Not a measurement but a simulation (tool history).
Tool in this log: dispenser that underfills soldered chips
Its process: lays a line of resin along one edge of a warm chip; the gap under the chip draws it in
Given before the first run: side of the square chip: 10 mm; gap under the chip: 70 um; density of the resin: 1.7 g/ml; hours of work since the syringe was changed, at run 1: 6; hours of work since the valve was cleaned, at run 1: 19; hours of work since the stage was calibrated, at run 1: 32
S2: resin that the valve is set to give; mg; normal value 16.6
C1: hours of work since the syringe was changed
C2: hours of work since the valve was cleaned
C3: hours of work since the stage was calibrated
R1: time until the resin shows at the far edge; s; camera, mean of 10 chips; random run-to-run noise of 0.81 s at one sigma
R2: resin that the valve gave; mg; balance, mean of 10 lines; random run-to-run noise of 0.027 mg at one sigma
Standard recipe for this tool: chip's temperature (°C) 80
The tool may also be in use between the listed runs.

{"run": 1, "day": 0.0, "chip's temperature (°C)": 80, "S2": 16.6, "C1": 6, "C2": 19, "C3": 32, "R1": 102.0, "R2": 16.47}
{"day": 0.058, "done": "new syringe of resin"}
{"day": 0.479, "done": "new syringe of resin"}
{"run": 2, "day": 0.596, "chip's temperature (°C)": 76, "S2": 16.6, "C1": 2, "C2": 29, "C3": 42, "R1": 93.9, "R2": 16.42}
{"day": 0.875, "done": "new syringe of resin"}
{"run": 3, "day": 1.05, "chip's temperature (°C)": 76, "S2": 16.6, "C1": 3, "C2": 36, "C3": 50, "R1": 102.0, "R2": 16.33}
{"day": 1.283, "done": "new syringe of resin"}
{"run": 4, "day": 1.396, "chip's temperature (°C)": 76, "S2": 16.6, "C1": 2, "C2": 42, "C3": 55, "R1": 96.2, "R2": 16.35}
{"day": 1.675, "done": "new syringe of resin"}
{"run": 5, "day": 1.996, "chip's temperature (°C)": 76, "S2": 16.6, "C1": 5, "C2": 52, "C3": 65, "R1": 114.2, "R2": 16.25}
{"day": 2.092, "done": "new syringe of resin"}
{"day": 2.242, "done": "dispensing valve cleaned and set on the balance"}
{"run": 6, "day": 2.458, "chip's temperature (°C)": 76, "S2": 16.6, "C1": 5, "C2": 4, "C3": 72, "R1": 111.2, "R2": 16.63}
{"day": 2.542, "done": "new syringe of resin"}
{"run": 7, "day": 2.821, "chip's temperature (°C)": 76, "S2": 16.6, "C1": 5, "C2": 10, "C3": 78, "R1": 107.7, "R2": 16.6}
{"day": 2.971, "done": "new syringe of resin"}
{"day": 3.375, "done": "new syringe of resin"}
{"run": 8, "day": 3.4, "chip's temperature (°C)": 76, "S2": 16.6, "C1": 0, "C2": 19, "C3": 87, "R1": 84.3, "R2": 16.49}
{"day": 3.779, "done": "new syringe of resin"}
{"run": 9, "day": 3.829, "chip's temperature (°C)": 80, "S2": 16.6, "C1": 1, "C2": 26, "C3": 94, "R1": 76.0, "R2": 16.5}
{"day": 4.171, "done": "new syringe of resin"}
{"run": 10, "day": 4.171, "chip's temperature (°C)": 80, "S2": 16.6, "C1": 0, "C2": 31, "C3": 100, "R1": 74.8, "R2": 16.47}
{"day": 4.583, "done": "new syringe of resin"}
{"run": 11, "day": 4.679, "chip's temperature (°C)": 80, "S2": 16.6, "C1": 2, "C2": 40, "C3": 108, "R1": 81.1, "R2": 16.4}
{"day": 5.012, "done": "new syringe of resin"}
{"run": 12, "day": 5.162, "chip's temperature (°C)": 80, "S2": 16.6, "C1": 3, "C2": 48, "C3": 116, "R1": 82.9, "R2": 16.29}
{"day": 5.408, "done": "new syringe of resin"}
{"day": 5.625, "done": "dispensing valve cleaned and set on the balance"}
{"run": 13, "day": 5.742, "chip's temperature (°C)": 80, "S2": 16.6, "C1": 5, "C2": 2, "C3": 125, "R1": 98.9, "R2": 16.54}
{"day": 5.846, "done": "new syringe of resin"}
{"day": 6.221, "done": "new syringe of resin"}
{"run": 14, "day": 6.392, "chip's temperature (°C)": 80, "S2": 16.6, "C1": 3, "C2": 12, "C3": 135, "R1": 87.0, "R2": 16.5}
{"day": 6.65, "done": "new syringe of resin"}
{"run": 15, "day": 7.008, "chip's temperature (°C)": 80, "S2": 15.4, "C1": 6, "C2": 23, "C3": 145, "R1": 103.5, "R2": 15.19}
{"day": 7.071, "done": "new syringe of resin"}
{"day": 7.446, "done": "new syringe of resin"}
{"run": 16, "day": 7.625, "chip's temperature (°C)": 80, "S2": 16.6, "C1": 3, "C2": 33, "C3": 155, "R1": 86.3, "R2": 16.31}
{"day": 7.833, "done": "new syringe of resin"}
{"day": 8.212, "done": "new syringe of resin"}
{"run": 17, "day": 8.246, "chip's temperature (°C)": 80, "S2": 16.6, "C1": 1, "C2": 43, "C3": 165, "R1": 73.7, "R2": 16.33}
{"day": 8.621, "done": "new syringe of resin"}
{"run": 18, "day": 8.846, "chip's temperature (°C)": 80, "S2": 15.7, "C1": 4, "C2": 53, "C3": 175, "R1": 91.7, "R2": 15.3}
{"day": 9.004, "done": "new syringe of resin"}
{"day": 9.046, "done": "dispensing valve cleaned and set on the balance"}
{"day": 9.45, "done": "new syringe of resin"}
{"run": 19, "day": 9.5, "chip's temperature (°C)": 93, "S2": 16.6, "C1": 1, "C2": 7, "C3": 185, "R1": 52.7, "R2": 16.52}
{"run": 20, "day": 9.788, "chip's temperature (°C)": 74, "S2": 18.3, "C1": 6, "C2": 12, "C3": 190, "R1": 116.8, "R2": 18.29}
{"day": 9.854, "done": "new syringe of resin"}
{"day": 10.238, "done": "new syringe of resin"}
{"run": 21, "day": 10.317, "chip's temperature (°C)": 74, "S2": 18.3, "C1": 1, "C2": 21, "C3": 199, "R1": 91.9, "R2": 18.15}
{"day": 10.633, "done": "new syringe of resin"}
{"run": 22, "day": 10.938, "chip's temperature (°C)": 74, "S2": 18.3, "C1": 5, "C2": 31, "C3": 209, "R1": 113.4, "R2": 18.08}
{"day": 11.042, "done": "new syringe of resin"}
{"run": 23, "day": 11.379, "chip's temperature (°C)": 74, "S2": 18.3, "C1": 6, "C2": 38, "C3": 216, "R1": 118.2, "R2": 18.04}

Run 24 has not been measured yet. What should we expect?
{"day": 11.417, "done": "new syringe of resin"}
{"run": 24, "day": 11.75, "chip's temperature (°C)": 79, "S2": 14.6, "C1": 6, "C2": 44, "C3": 222, "R1": "?", "R2": "?"}

{"run 24": {"R1": 102.4, "R2": 14.31}}
On a tool with no hidden condition, and with the same random variation, this run would have come out at R1 78.8 s, R2 14.57 mg.

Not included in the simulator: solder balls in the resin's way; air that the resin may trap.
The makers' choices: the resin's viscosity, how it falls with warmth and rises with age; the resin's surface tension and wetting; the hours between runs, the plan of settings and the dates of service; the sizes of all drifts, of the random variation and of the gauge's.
